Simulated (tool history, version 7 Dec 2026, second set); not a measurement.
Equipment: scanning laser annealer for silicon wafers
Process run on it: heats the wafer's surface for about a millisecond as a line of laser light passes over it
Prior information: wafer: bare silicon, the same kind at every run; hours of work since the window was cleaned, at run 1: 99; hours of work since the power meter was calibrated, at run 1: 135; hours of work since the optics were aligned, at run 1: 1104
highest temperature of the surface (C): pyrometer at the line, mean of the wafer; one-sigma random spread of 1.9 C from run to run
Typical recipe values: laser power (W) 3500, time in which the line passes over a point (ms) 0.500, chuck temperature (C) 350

run   hour  laser power (W)  time in which the line passes over a point (ms)  chuck temperature (C)  hours of work since the window was cleaned  hours of work since the power meter was calibrated  hours of work since the optics were aligned  highest temperature of the surface (C)
  1    0.0             3500                                            0.500                    350                                          99                                                 135                                         1104                                    1184
  2    5.8             3159                                            0.500                    350                                         102                                                 138                                         1107                                    1099
  3   14.0             3159                                            0.500                    350                                         107                                                 143                                         1111                                    1100
  4   24.5             3159                                            0.500                    340                                         112                                                 149                                         1117                                    1091
  5   30.5             3159                                            0.500                    340                                         116                                                 152                                         1120                                    1088
  6   36.9             3302                                            0.500                    350                                         119                                                 155                                         1124                                    1133
  7   42.7             3302                                            0.500                    350                                         122                                                 159                                         1127                                    1136
  8   54.5             3302                                            0.500                    350                                         129                                                 165                                         1133                                    1136
  9   61.1             3500                                            0.500                    334                                         132                                                 169                                         1137                                    1170
 10   67.6             3500                                            0.412                    350                                         136                                                 172                                         1140                                    1103
 11   74.1             3500                                            0.583                    350                                         139                                                 176                                         1144                                    1254
 12   87.2             3500                                            0.583                    350                                         146                                                 183                                         1151                                    1253
 13   92.8             3511                                            0.615                    350                                         149                                                 186                                         1154                                    1283
 14   98.1             3511                                            0.615                    350                                         152                                                 189                                         1157                                    1280
 15  105.3             3553                                            0.353                    382                                         156                                                 193                                         1161                                    1091
 16  114.1             3073                                            0.459                    348                                         161                                                 197                                         1166                                    1043
 17  121.0             3073                                            0.459                    348                                         165                                                 201                                         1169                                    1045
 18  127.9             3073                                            0.459                    348                                         168                                                 205                                         1173                                    1045
 19  140.8             3073                                            0.459                    348                                         176                                                 212                                         1180                                    1045

The next listed run, before its measurement:
 20  149.7             3026                                            0.560                    340                                         180                                                 217                                         1185                                       ?

{"run 20": {"highest temperature of the surface (C)": 1100}}
Minus the tool's unlogged condition, the same run would have read highest temperature of the surface (C) 1100.
